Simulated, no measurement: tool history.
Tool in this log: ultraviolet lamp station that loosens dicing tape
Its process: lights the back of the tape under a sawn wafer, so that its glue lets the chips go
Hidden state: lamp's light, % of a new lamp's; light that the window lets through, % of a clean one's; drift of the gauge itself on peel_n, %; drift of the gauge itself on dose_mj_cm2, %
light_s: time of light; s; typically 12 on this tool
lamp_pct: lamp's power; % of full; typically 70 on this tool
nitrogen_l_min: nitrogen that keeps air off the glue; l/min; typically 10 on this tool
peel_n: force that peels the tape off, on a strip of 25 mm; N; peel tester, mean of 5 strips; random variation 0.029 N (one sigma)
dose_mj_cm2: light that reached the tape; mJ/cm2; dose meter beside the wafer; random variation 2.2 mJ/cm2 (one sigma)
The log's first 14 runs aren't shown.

run	hour	light_s	lamp_pct	nitrogen_l_min	hours of work of the lamp	hours of work since the window was cleaned	peel_n	dose_mj_cm2
15	508.2	12	70	10	914	81	2.29	144
16	554.7	12	70	10	935	102	2.36	140
17	588.5	10	61	10	950	117	3.6	107
18	630	16	74	16	968	136	0.895	205
19	668.9	14	64	18	986	153	1.598	150
20	702.2	14	64	18	1001	168	1.666	155
21	752.6	8	93	16	1023	190	2.437	119
22	794.8	12	66	4	1042	209	4.14	130
23	825.2	13	67	3	1055	222	4.31	140
24	874.3	13	67	3	1077	244	4.367	142
25	896.3	13	67	3	1087	254	4.384	145
26	936.3	13	67	3	1105	272	4.566	136
27	957.1	7	67	6	1114	281	5.863	75
28	1001.2	23	68	5	1134	301	1.461	243
# hour 1039.5: window cleaned of glue's vapour
29	1039.5	23	68	5	1150	0	1.289	257
# hour 1067.9: lamp changed
30	1072.6	12	72	5	2	14	2.208	197
31	1101.9	12	72	5	15	27	2.186	196
32	1125.1	12	72	5	25	38	2.185	190

5 ways to go on from here, each from the tool as it stands after run 32. What would each give?
A	1166.3	12	63	9	44	56	?	?
B	1166.3	12	70	6	44	56	?	?
C	1166.3	6	60	5	44	56	?	?
D	1166.3	8	79	9	44	56	?	?
E	1166.3	7	87	13	44	56	?	?

run	peel_n	dose_mj_cm2
A	1.987	168
B	2.127	187
C	6.227	78
D	2.671	142
E	2.311	131
Without the tool's unlogged condition, the same runs would have read:
run	peel_n	dose_mj_cm2
A	1.884	173
B	2.021	193
C	6.097	80
D	2.553	146
E	2.201	135
